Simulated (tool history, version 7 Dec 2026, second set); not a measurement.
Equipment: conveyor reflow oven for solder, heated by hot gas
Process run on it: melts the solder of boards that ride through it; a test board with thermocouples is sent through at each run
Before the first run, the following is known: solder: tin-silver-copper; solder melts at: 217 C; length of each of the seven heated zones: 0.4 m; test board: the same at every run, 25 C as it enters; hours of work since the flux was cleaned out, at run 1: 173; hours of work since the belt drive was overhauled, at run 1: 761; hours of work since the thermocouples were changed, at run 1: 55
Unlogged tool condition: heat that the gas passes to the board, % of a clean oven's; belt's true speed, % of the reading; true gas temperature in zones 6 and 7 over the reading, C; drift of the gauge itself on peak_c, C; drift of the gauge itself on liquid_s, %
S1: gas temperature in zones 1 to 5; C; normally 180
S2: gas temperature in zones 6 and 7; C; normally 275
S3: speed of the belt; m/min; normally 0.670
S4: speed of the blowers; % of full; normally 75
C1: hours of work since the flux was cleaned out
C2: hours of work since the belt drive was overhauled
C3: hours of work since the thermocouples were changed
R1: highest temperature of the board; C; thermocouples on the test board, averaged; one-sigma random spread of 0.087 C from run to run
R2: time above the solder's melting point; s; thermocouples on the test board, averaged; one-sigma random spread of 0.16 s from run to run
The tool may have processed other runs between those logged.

{"run": 1, "hour": 0.0, "S1": 180, "S2": 275, "S3": 0.67, "S4": 75, "C1": 173, "C2": 761, "C3": 55, "R1": 262.55, "R2": 63.5}
{"run": 2, "hour": 42.7, "S1": 180, "S2": 275, "S3": 0.673, "S4": 75, "C1": 191, "C2": 779, "C3": 73, "R1": 262.23, "R2": 63.4}
{"run": 3, "hour": 68.9, "S1": 180, "S2": 275, "S3": 0.673, "S4": 75, "C1": 202, "C2": 790, "C3": 84, "R1": 262.44, "R2": 63.2}
{"run": 4, "hour": 104.6, "S1": 180, "S2": 275, "S3": 0.67, "S4": 74, "C1": 217, "C2": 804, "C3": 99, "R1": 262.18, "R2": 63.4}
{"run": 5, "hour": 147.1, "S1": 180, "S2": 275, "S3": 0.67, "S4": 74, "C1": 235, "C2": 822, "C3": 117, "R1": 262.07, "R2": 63.4}
{"run": 6, "hour": 179.5, "S1": 166, "S2": 275, "S3": 0.67, "S4": 75, "C1": 248, "C2": 836, "C3": 130, "R1": 260.27, "R2": 58.2}
{"run": 7, "hour": 216.0, "S1": 180, "S2": 287, "S3": 0.67, "S4": 75, "C1": 263, "C2": 851, "C3": 145, "R1": 273.23, "R2": 68.3}
{"run": 8, "hour": 261.0, "S1": 180, "S2": 287, "S3": 0.67, "S4": 75, "C1": 282, "C2": 870, "C3": 164, "R1": 273.3, "R2": 68.1}
{"run": 9, "hour": 294.0, "S1": 180, "S2": 287, "S3": 0.67, "S4": 75, "C1": 296, "C2": 883, "C3": 178, "R1": 272.99, "R2": 68.2}
{"run": 10, "hour": 334.0, "S1": 180, "S2": 287, "S3": 0.67, "S4": 75, "C1": 313, "C2": 900, "C3": 195, "R1": 272.95, "R2": 68.2}
{"run": 11, "hour": 381.3, "S1": 180, "S2": 275, "S3": 0.67, "S4": 75, "C1": 332, "C2": 920, "C3": 214, "R1": 262.12, "R2": 63.7}
{"run": 12, "hour": 421.4, "S1": 180, "S2": 275, "S3": 0.67, "S4": 75, "C1": 349, "C2": 937, "C3": 231, "R1": 261.97, "R2": 63.4}
{"run": 13, "hour": 460.8, "S1": 180, "S2": 269, "S3": 0.641, "S4": 87, "C1": 365, "C2": 953, "C3": 247, "R1": 259.31, "R2": 65.8}
{"hour": 469.3, "done": "belt drive overhauled, speed set with a stopwatch"}
{"run": 14, "hour": 510.2, "S1": 180, "S2": 265, "S3": 0.67, "S4": 53, "C1": 384, "C2": 17, "C3": 266, "R1": 248.74, "R2": 55.3}
{"run": 15, "hour": 551.8, "S1": 171, "S2": 265, "S3": 0.712, "S4": 53, "C1": 402, "C2": 34, "C3": 284, "R1": 245.02, "R2": 45.3}
{"run": 16, "hour": 574.9, "S1": 171, "S2": 265, "S3": 0.712, "S4": 73, "C1": 411, "C2": 44, "C3": 293, "R1": 249.64, "R2": 50.5}
{"run": 17, "hour": 595.3, "S1": 169, "S2": 268, "S3": 0.67, "S4": 52, "C1": 420, "C2": 53, "C3": 302, "R1": 248.82, "R2": 51.3}
{"run": 18, "hour": 640.8, "S1": 180, "S2": 286, "S3": 0.755, "S4": 75, "C1": 439, "C2": 72, "C3": 321, "R1": 268.32, "R2": 59.6}
{"hour": 670.2, "done": "flux residue cleaned out of gas plates and filters"}
{"run": 19, "hour": 690.2, "S1": 180, "S2": 286, "S3": 0.755, "S4": 75, "C1": 8, "C2": 90, "C3": 339, "R1": 269.89, "R2": 60.2}
{"hour": 708.5, "done": "belt drive overhauled, speed set with a stopwatch, once more"}
{"run": 20, "hour": 730.2, "S1": 188, "S2": 268, "S3": 0.67, "S4": 52, "C1": 23, "C2": 9, "C3": 354, "R1": 252.07, "R2": 58.3}
{"run": 21, "hour": 755.8, "S1": 188, "S2": 268, "S3": 0.709, "S4": 81, "C1": 34, "C2": 20, "C3": 365, "R1": 256.33, "R2": 58.4}
{"run": 22, "hour": 788.4, "S1": 188, "S2": 268, "S3": 0.709, "S4": 81, "C1": 48, "C2": 33, "C3": 379, "R1": 256.3, "R2": 58.6}
{"run": 23, "hour": 826.8, "S1": 180, "S2": 275, "S3": 0.67, "S4": 77, "C1": 64, "C2": 49, "C3": 395, "R1": 262.16, "R2": 62.2}
{"run": 24, "hour": 864.5, "S1": 180, "S2": 275, "S3": 0.774, "S4": 74, "C1": 79, "C2": 65, "C3": 410, "R1": 257.3, "R2": 50.9}

Forecast each of these 3 alternatives for the next run:
{"run": "A", "hour": 886.8, "S1": 191, "S2": 275, "S3": 0.774, "S4": 74, "C1": 89, "C2": 74, "C3": 420, "R1": "?", "R2": "?"}
{"run": "B", "hour": 886.8, "S1": 180, "S2": 275, "S3": 0.569, "S4": 75, "C1": 89, "C2": 74, "C3": 420, "R1": "?", "R2": "?"}
{"run": "C", "hour": 886.8, "S1": 180, "S2": 266, "S3": 0.772, "S4": 75, "C1": 89, "C2": 74, "C3": 420, "R1": "?", "R2": "?"}

run=A R1=259.26 R2=55.6
run=B R1=265.75 R2=75.5
run=C R1=249.80 R2=46.6
What these runs would have given with no unlogged condition in the tool:
run=A R1=260.21 R2=56.0
run=B R1=266.66 R2=75.8
run=C R1=250.77 R2=47.2

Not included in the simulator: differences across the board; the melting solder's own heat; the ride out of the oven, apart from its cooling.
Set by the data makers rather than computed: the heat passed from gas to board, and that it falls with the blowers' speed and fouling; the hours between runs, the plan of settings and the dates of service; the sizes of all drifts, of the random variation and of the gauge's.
